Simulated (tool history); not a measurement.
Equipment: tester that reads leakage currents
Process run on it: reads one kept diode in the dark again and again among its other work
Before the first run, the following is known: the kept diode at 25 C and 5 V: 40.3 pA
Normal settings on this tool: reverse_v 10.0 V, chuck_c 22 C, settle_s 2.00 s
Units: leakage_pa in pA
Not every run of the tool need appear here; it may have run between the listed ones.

run    hour  reverse_v  chuck_c  settle_s  leakage_pa
  1     0.0       10.0       22      2.00       43.66
  2    86.4       10.0       22      0.33       49.73
  3   168.0       10.0       35      2.00      140.45
  4   307.7       10.0       22      3.78       43.11
  5   399.0       10.0       28      2.00       75.78
  6   536.2       10.0       28      2.00       75.61
  7   604.9       10.0       22      2.00       43.81
  8   682.9       10.0       22      2.00       43.91
  9   823.9        1.0       22      0.51       14.58
      862.2  -- probe card cleaned and baked
 10   965.5        1.0       22      0.51       14.64
 11  1064.2        3.0       22      2.00       24.15
 12  1193.7        3.0       22      2.00       24.07
 13  1292.5       18.2       52      2.00      767.07
 14  1432.0       10.0       21      1.08       40.70

Had the tool no unlogged condition, and each run kept its random variation, what would the results have been?
What the log doesn't record here: stray current of the dirty probe card, pA a volt; current scale over the true one, %; true chuck temperature over the reading, C; drift of the gauge itself on leakage_pa, %.
run  leakage_pa
  1       43.62
  2       49.68
  3      140.44
  4       43.06
  5       75.74
  6       75.57
  7       43.74
  8       43.84
  9       14.58
 10       14.65
 11       24.16
 12       24.08
 13      767.59
 14       40.71
